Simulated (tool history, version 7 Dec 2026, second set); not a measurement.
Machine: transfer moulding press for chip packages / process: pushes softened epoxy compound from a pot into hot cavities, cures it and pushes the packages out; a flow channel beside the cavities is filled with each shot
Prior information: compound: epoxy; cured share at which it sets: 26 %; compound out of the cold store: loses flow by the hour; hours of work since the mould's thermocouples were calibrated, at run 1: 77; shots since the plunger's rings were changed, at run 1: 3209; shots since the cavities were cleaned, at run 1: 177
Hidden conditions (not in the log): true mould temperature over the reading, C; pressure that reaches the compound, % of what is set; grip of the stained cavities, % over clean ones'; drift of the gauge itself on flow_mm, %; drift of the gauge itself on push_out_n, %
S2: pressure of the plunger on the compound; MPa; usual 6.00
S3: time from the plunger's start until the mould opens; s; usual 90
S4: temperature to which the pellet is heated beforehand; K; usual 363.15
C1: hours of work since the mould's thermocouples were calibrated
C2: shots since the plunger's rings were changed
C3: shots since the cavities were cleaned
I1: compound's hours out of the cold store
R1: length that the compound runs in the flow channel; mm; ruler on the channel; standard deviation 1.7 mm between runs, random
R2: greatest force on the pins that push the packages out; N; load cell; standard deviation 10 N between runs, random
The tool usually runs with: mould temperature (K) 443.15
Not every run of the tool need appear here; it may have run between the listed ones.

{"run": 1, "day": 0.0, "mould temperature (K)": 443.15, "S2": 6.0, "S3": 90, "S4": 363.15, "C1": 77, "C2": 3209, "C3": 177, "I1": 23.5, "R1": 621, "R2": 591}
{"day": 0.629, "done": "plunger's sealing rings changed"}
{"run": 2, "day": 1.338, "mould temperature (K)": 443.15, "S2": 6.0, "S3": 90, "S4": 363.15, "C1": 95, "C2": 205, "C3": 534, "I1": 17.7, "R1": 682, "R2": 730}
{"day": 2.046, "done": "cavities cleaned with cleaning compound and waxed"}
{"run": 3, "day": 2.558, "mould temperature (K)": 443.15, "S2": 6.0, "S3": 90, "S4": 363.15, "C1": 113, "C2": 540, "C3": 148, "I1": 44.2, "R1": 584, "R2": 793}
{"run": 4, "day": 3.592, "mould temperature (K)": 443.15, "S2": 6.0, "S3": 90, "S4": 363.15, "C1": 129, "C2": 839, "C3": 447, "I1": 34.1, "R1": 612, "R2": 821}
{"day": 4.658, "done": "cavities cleaned with cleaning compound and waxed"}
{"run": 5, "day": 5.175, "mould temperature (K)": 443.15, "S2": 6.0, "S3": 90, "S4": 363.15, "C1": 152, "C2": 1279, "C3": 150, "I1": 21.1, "R1": 656, "R2": 579}
{"run": 6, "day": 6.221, "mould temperature (K)": 443.15, "S2": 6.0, "S3": 90, "S4": 363.15, "C1": 167, "C2": 1582, "C3": 453, "I1": 20.5, "R1": 657, "R2": 693}
{"day": 7.254, "done": "cavities cleaned with cleaning compound and waxed"}
{"run": 7, "day": 8.221, "mould temperature (K)": 443.15, "S2": 6.0, "S3": 90, "S4": 363.15, "C1": 197, "C2": 2142, "C3": 279, "I1": 25.4, "R1": 632, "R2": 614}
{"run": 8, "day": 9.362, "mould temperature (K)": 443.15, "S2": 6.0, "S3": 90, "S4": 363.15, "C1": 214, "C2": 2473, "C3": 610, "I1": 27.8, "R1": 620, "R2": 736}
{"day": 9.921, "done": "cavities cleaned with cleaning compound and waxed"}
{"run": 9, "day": 10.779, "mould temperature (K)": 443.15, "S2": 6.0, "S3": 90, "S4": 363.15, "C1": 235, "C2": 2865, "C3": 248, "I1": 31.0, "R1": 602, "R2": 624}
{"day": 11.279, "done": "cavities cleaned with cleaning compound and waxed, once more"}
{"run": 10, "day": 12.388, "mould temperature (K)": 443.15, "S2": 6.0, "S3": 93, "S4": 363.15, "C1": 258, "C2": 3313, "C3": 322, "I1": 31.4, "R1": 598, "R2": 583}
{"day": 12.583, "done": "plunger's sealing rings changed"}
{"day": 13.942, "done": "cavities cleaned with cleaning compound and waxed"}
{"run": 11, "day": 13.942, "mould temperature (K)": 443.15, "S2": 6.0, "S3": 93, "S4": 363.15, "C1": 279, "C2": 374, "C3": 0, "I1": 24.6, "R1": 655, "R2": 465}
{"run": 12, "day": 15.762, "mould temperature (K)": 443.15, "S2": 6.0, "S3": 90, "S4": 363.15, "C1": 307, "C2": 902, "C3": 528, "I1": 26.6, "R1": 640, "R2": 723}
{"day": 16.542, "done": "cavities cleaned with cleaning compound and waxed"}
{"run": 13, "day": 17.746, "mould temperature (K)": 443.15, "S2": 6.0, "S3": 90, "S4": 363.15, "C1": 336, "C2": 1458, "C3": 348, "I1": 31.8, "R1": 611, "R2": 642}
{"day": 19.071, "done": "cavities cleaned with cleaning compound and waxed"}
{"run": 14, "day": 19.446, "mould temperature (K)": 444.15, "S2": 6.0, "S3": 95, "S4": 369.15, "C1": 360, "C2": 1932, "C3": 108, "I1": 16.2, "R1": 660, "R2": 483}
{"run": 15, "day": 21.033, "mould temperature (K)": 442.15, "S2": 5.01, "S3": 115, "S4": 368.15, "C1": 384, "C2": 2392, "C3": 568, "I1": 47.5, "R1": 504, "R2": 571}
{"day": 21.625, "done": "cavities cleaned with cleaning compound and waxed"}
{"run": 16, "day": 22.675, "mould temperature (K)": 442.15, "S2": 5.01, "S3": 115, "S4": 368.15, "C1": 408, "C2": 2848, "C3": 304, "I1": 36.6, "R1": 535, "R2": 489}
{"run": 17, "day": 23.825, "mould temperature (K)": 442.15, "S2": 5.01, "S3": 115, "S4": 368.15, "C1": 426, "C2": 3181, "C3": 637, "I1": 12.5, "R1": 611, "R2": 575}
{"day": 24.154, "done": "cavities cleaned with cleaning compound and waxed"}
{"day": 24.533, "done": "plunger's sealing rings changed"}
{"run": 18, "day": 24.938, "mould temperature (K)": 442.15, "S2": 5.01, "S3": 115, "S4": 368.15, "C1": 440, "C2": 117, "C3": 197, "I1": 20.4, "R1": 619, "R2": 486}
{"day": 25.129, "done": "mould's thermocouples calibrated"}
{"run": 19, "day": 26.067, "mould temperature (K)": 436.15, "S2": 5.59, "S3": 90, "S4": 363.15, "C1": 14, "C2": 420, "C3": 500, "I1": 43.1, "R1": 579, "R2": 1056}
{"day": 26.9, "done": "cavities cleaned with cleaning compound and waxed"}
{"run": 20, "day": 27.846, "mould temperature (K)": 450.15, "S2": 5.36, "S3": 71, "S4": 360.15, "C1": 40, "C2": 917, "C3": 274, "I1": 42.4, "R1": 540, "R2": 654}
{"run": 21, "day": 29.071, "mould temperature (K)": 450.15, "S2": 5.36, "S3": 71, "S4": 360.15, "C1": 59, "C2": 1271, "C3": 628, "I1": 20.8, "R1": 613, "R2": 803}
{"day": 29.562, "done": "cavities cleaned with cleaning compound and waxed"}
{"run": 22, "day": 30.117, "mould temperature (K)": 443.15, "S2": 4.88, "S3": 90, "S4": 363.15, "C1": 74, "C2": 1556, "C3": 161, "I1": 47.9, "R1": 504, "R2": 552}

Estimate the outcome of run 23 from the log above:
{"run": 23, "day": 31.433, "mould temperature (K)": 443.15, "S2": 6.0, "S3": 76, "S4": 363.15, "C1": 94, "C2": 1937, "C3": 542, "I1": 28.9, "R1": "?", "R2": "?"}

{"run 23": {"R1": 619, "R2": 1057}}
On a tool with no hidden condition, and with the same random variation, this run would have come out at R1 642 mm, R2 693 N.
